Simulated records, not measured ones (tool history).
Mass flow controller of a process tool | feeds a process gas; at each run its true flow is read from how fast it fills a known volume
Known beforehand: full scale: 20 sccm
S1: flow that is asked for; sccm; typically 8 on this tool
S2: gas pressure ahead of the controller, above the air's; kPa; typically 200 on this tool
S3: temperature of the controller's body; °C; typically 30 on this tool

run 1 hour=0.0 | S1=8 S2=200 S3=30 | true_flow_(%)=99.27
run 2 hour=166.6 | S1=8 S2=200 S3=28 | true_flow_(%)=98.94
run 3 hour=428.3 | S1=10 S2=200 S3=30 | true_flow_(%)=99.46
run 4 hour=683.6 | S1=10 S2=200 S3=30 | true_flow_(%)=99.40
run 5 hour=862.0 | S1=10 S2=200 S3=30 | true_flow_(%)=99.20
run 6 hour=1065.4 | S1=8 S2=186 S3=30 | true_flow_(%)=99.16
run 7 hour=1209.4 | S1=8 S2=200 S3=22 | true_flow_(%)=98.43
run 8 hour=1384.0 | S1=8 S2=200 S3=22 | true_flow_(%)=98.36
run 9 hour=1518.5 | S1=8 S2=200 S3=22 | true_flow_(%)=98.39
run 10 hour=1814.7 | S1=13 S2=200 S3=22 | true_flow_(%)=98.85
run 11 hour=2017.6 | S1=8 S2=143 S3=30 | true_flow_(%)=99.03
run 12 hour=2223.1 | S1=8 S2=200 S3=33 | true_flow_(%)=99.47
run 13 hour=2486.3 | S1=8 S2=200 S3=33 | true_flow_(%)=99.54
run 14 hour=2618.2 | S1=8 S2=169 S3=30 | true_flow_(%)=99.17
run 15 hour=2786.3 | S1=8 S2=169 S3=30 | true_flow_(%)=99.06
run 16 hour=2954.5 | S1=8 S2=169 S3=30 | true_flow_(%)=98.98
run 17 hour=3168.7 | S1=8 S2=169 S3=30 | true_flow_(%)=99.01
run 18 hour=3455.3 | S1=8 S2=187 S3=30 | true_flow_(%)=99.13
run 19 hour=3673.5 | S1=8 S2=200 S3=30 | true_flow_(%)=99.15
run 20 hour=3867.2 | S1=8 S2=208 S3=30 | true_flow_(%)=99.11
run 21 hour=4003.8 | S1=8 S2=200 S3=23 | true_flow_(%)=98.47
run 22 hour=4270.3 | S1=8 S2=200 S3=23 | true_flow_(%)=98.39
run 23 hour=4473.2 | S1=8 S2=203 S3=30 | true_flow_(%)=99.21
run 24 hour=4668.9 | S1=5 S2=203 S3=30 | true_flow_(%)=99.02
run 25 hour=4913.2 | S1=5 S2=142 S3=23 | true_flow_(%)=98.03
run 26 hour=5211.2 | S1=5 S2=142 S3=23 | true_flow_(%)=98.08
run 27 hour=5478.8 | S1=8 S2=231 S3=27 | true_flow_(%)=98.84
run 28 hour=5656.0 | S1=8 S2=231 S3=27 | true_flow_(%)=99.00
run 29 hour=5911.4 | S1=8 S2=231 S3=27 | true_flow_(%)=99.02
run 30 hour=6187.3 | S1=3 S2=224 S3=26 | true_flow_(%)=98.40
run 31 hour=6326.2 | S1=3 S2=224 S3=26 | true_flow_(%)=98.29
run 32 hour=6471.6 | S1=8 S2=198 S3=24 | true_flow_(%)=98.79
run 33 hour=6706.1 | S1=5 S2=157 S3=24 | true_flow_(%)=98.27
run 34 hour=6977.2 | S1=5 S2=157 S3=24 | true_flow_(%)=98.15
run 35 hour=7261.1 | S1=5 S2=157 S3=24 | true_flow_(%)=98.06
run 36 hour=7398.1 | S1=12 S2=269 S3=38 | true_flow_(%)=100.68
run 37 hour=7623.8 | S1=12 S2=269 S3=38 | true_flow_(%)=100.63
run 38 hour=7893.4 | S1=8 S2=142 S3=30 | true_flow_(%)=98.96
run 39 hour=8036.5 | S1=5 S2=200 S3=36 | true_flow_(%)=99.44
run 40 hour=8233.4 | S1=7 S2=228 S3=30 | true_flow_(%)=99.16
run 41 hour=8466.2 | S1=5 S2=200 S3=28 | true_flow_(%)=98.75
run 42 hour=8703.2 | S1=5 S2=206 S3=28 | true_flow_(%)=98.72
run 43 hour=8972.0 | S1=5 S2=200 S3=30 | true_flow_(%)=98.80
run 44 hour=9093.8 | S1=8 S2=183 S3=36 | true_flow_(%)=99.84
run 45 hour=9218.8 | S1=8 S2=200 S3=24 | true_flow_(%)=98.51
run 46 hour=9405.4 | S1=8 S2=200 S3=39 | true_flow_(%)=100.06
run 47 hour=9635.3 | S1=20 S2=272 S3=24 | true_flow_(%)=100.21
run 48 hour=9846.7 | S1=9 S2=271 S3=39 | true_flow_(%)=100.48

Not shown here: 1 entry made in the log between runs. Locate each between two listed runs and compare the hidden state at the listed run before it with the hidden state at the listed run after it:
After run 21, before run 22: controller's zero set anew (hour 4190.8)
  flow at rest that the sensor doesn't see, % of full scale: -0.005 -> 0
